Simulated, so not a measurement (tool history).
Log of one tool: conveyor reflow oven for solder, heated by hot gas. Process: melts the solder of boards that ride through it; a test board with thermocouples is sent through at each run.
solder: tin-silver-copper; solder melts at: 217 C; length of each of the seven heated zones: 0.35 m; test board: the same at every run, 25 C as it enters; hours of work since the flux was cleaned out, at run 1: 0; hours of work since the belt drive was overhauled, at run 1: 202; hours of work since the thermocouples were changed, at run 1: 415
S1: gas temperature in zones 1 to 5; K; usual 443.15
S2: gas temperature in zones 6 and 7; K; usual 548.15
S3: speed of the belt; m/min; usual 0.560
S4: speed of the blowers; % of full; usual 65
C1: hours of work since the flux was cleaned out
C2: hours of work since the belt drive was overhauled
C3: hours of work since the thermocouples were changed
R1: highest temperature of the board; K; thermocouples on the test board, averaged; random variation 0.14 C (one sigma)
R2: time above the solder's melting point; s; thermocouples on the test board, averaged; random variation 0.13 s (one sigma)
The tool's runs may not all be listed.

run 1 day=0.000 | S1=443.15 S2=548.15 S3=0.560 S4=65 | C1=0 C2=202 C3=415 | R1=535.25 R2=61.9
run 2 day=0.854 | S1=443.15 S2=548.15 S3=0.560 S4=65 | C1=16 C2=218 C3=431 | R1=535.25 R2=61.9
run 3 day=1.504 | S1=443.15 S2=548.15 S3=0.560 S4=65 | C1=28 C2=230 C3=443 | R1=535.05 R2=61.4
run 4 day=2.029 | S1=443.15 S2=548.15 S3=0.560 S4=65 | C1=38 C2=240 C3=453 | R1=535.15 R2=61.5
run 5 day=2.517 | S1=443.15 S2=548.15 S3=0.560 S4=65 | C1=47 C2=249 C3=462 | R1=535.05 R2=61.8
run 6 day=3.150 | S1=443.15 S2=548.15 S3=0.560 S4=65 | C1=59 C2=261 C3=474 | R1=534.85 R2=61.7
run 7 day=3.608 | S1=443.15 S2=548.15 S3=0.560 S4=69 | C1=68 C2=270 C3=483 | R1=536.15 R2=62.5
run 8 day=4.312 | S1=443.15 S2=558.15 S3=0.560 S4=69 | C1=81 C2=283 C3=496 | R1=545.55 R2=66.8
run 9 day=5.042 | S1=443.15 S2=545.15 S3=0.560 S4=65 | C1=95 C2=297 C3=510 | R1=532.05 R2=60.2
run 10 day=5.592 | S1=443.15 S2=548.15 S3=0.560 S4=76 | C1=106 C2=307 C3=520 | R1=537.25 R2=63.2
run 11 day=6.575 | S1=450.15 S2=548.15 S3=0.560 S4=65 | C1=124 C2=326 C3=539 | R1=536.05 R2=64.5
run 12 day=7.408 | S1=450.15 S2=548.15 S3=0.560 S4=65 | C1=140 C2=342 C3=555 | R1=535.85 R2=64.3
run 13 day=7.979 | S1=450.15 S2=548.15 S3=0.560 S4=65 | C1=151 C2=352 C3=565 | R1=535.85 R2=64.2
-- day=8.238 flux residue cleaned out of gas plates and filters
run 14 day=9.088 | S1=450.15 S2=548.15 S3=0.560 S4=65 | C1=16 C2=369 C3=582 | R1=535.15 R2=64.2
run 15 day=9.838 | S1=450.15 S2=548.15 S3=0.560 S4=65 | C1=30 C2=384 C3=597 | R1=535.45 R2=64.0
run 16 day=10.875 | S1=455.15 S2=549.15 S3=0.467 S4=57 | C1=50 C2=403 C3=616 | R1=539.65 R2=82.1
run 17 day=11.446 | S1=455.15 S2=549.15 S3=0.467 S4=57 | C1=61 C2=414 C3=627 | R1=539.65 R2=82.0
run 18 day=11.958 | S1=443.15 S2=548.15 S3=0.560 S4=57 | C1=70 C2=424 C3=637 | R1=531.65 R2=59.3
run 19 day=12.983 | S1=444.15 S2=557.15 S3=0.599 S4=83 | C1=90 C2=443 C3=656 | R1=544.45 R2=62.2
-- day=13.825 flux residue cleaned out of gas plates and filters, once more
-- day=13.917 thermocouples of zones 6 and 7 changed
run 20 day=13.917 | S1=455.15 S2=558.15 S3=0.550 S4=54 | C1=0 C2=455 C3=0 | R1=542.85 R2=70.4
run 21 day=14.408 | S1=455.15 S2=558.15 S3=0.550 S4=54 | C1=9 C2=464 C3=9 | R1=542.85 R2=70.7
run 22 day=15.033 | S1=455.15 S2=558.15 S3=0.550 S4=54 | C1=21 C2=476 C3=21 | R1=542.75 R2=70.6
run 23 day=15.792 | S1=443.15 S2=550.15 S3=0.560 S4=64 | C1=36 C2=490 C3=35 | R1=536.25 R2=62.4
run 24 day=16.275 | S1=443.15 S2=548.15 S3=0.560 S4=69 | C1=45 C2=500 C3=45 | R1=535.75 R2=62.3
run 25 day=17.217 | S1=435.15 S2=560.15 S3=0.600 S4=75 | C1=62 C2=517 C3=62 | R1=544.95 R2=60.3
run 26 day=17.804 | S1=435.15 S2=560.15 S3=0.600 S4=75 | C1=74 C2=528 C3=73 | R1=544.95 R2=60.2
run 27 day=18.504 | S1=430.15 S2=538.15 S3=0.473 S4=84 | C1=87 C2=542 C3=87 | R1=531.95 R2=70.2
run 28 day=19.088 | S1=443.15 S2=548.15 S3=0.670 S4=61 | C1=98 C2=553 C3=98 | R1=527.25 R2=46.3
run 29 day=20.075 | S1=443.15 S2=548.15 S3=0.670 S4=61 | C1=116 C2=571 C3=116 | R1=526.95 R2=46.1
run 30 day=20.817 | S1=443.15 S2=548.15 S3=0.670 S4=61 | C1=130 C2=585 C3=130 | R1=526.85 R2=46.2

Some steps in R1 between neighbouring runs. How much of each would the tool show without its hidden state too (settings, what came in, random variation), and how much is left for the hidden state, with any gauge scatter that isn't in both results?
The hidden state here: heat that the gas passes to the board, % of a clean oven's; belt's true speed, % of the reading; true gas temperature in zones 6 and 7 over the reading, C; drift of the gauge itself on peak_c, C; drift of the gauge itself on liquid_s, %.
Run 8 -> 9: S2 558.15 -> 545.15, S4 69 -> 65. R1 -13.50 K: hidden state +0.00, all else -13.50.
Run 13 -> 14: flux residue cleaned out of gas plates and filters. R1 -0.70 K: hidden state -0.50, all else -0.20.
Run 18 -> 19: S1 443.15 -> 444.15, S2 548.15 -> 557.15, S3 0.560 -> 0.599, S4 57 -> 83. R1 +12.80 K: hidden state -0.60, all else +13.40.
Run 19 -> 20: S1 444.15 -> 455.15, S2 557.15 -> 558.15, S3 0.599 -> 0.550, S4 83 -> 54, flux residue cleaned out of gas plates and filters, once more, thermocouples of zones 6 and 7 changed. R1 -1.60 K: hidden state +1.20, all else -2.80.
Run 26 -> 27: S1 435.15 -> 430.15, S2 560.15 -> 538.15, S3 0.600 -> 0.473, S4 75 -> 84. R1 -13.00 K: hidden state +0.10, all else -13.10.
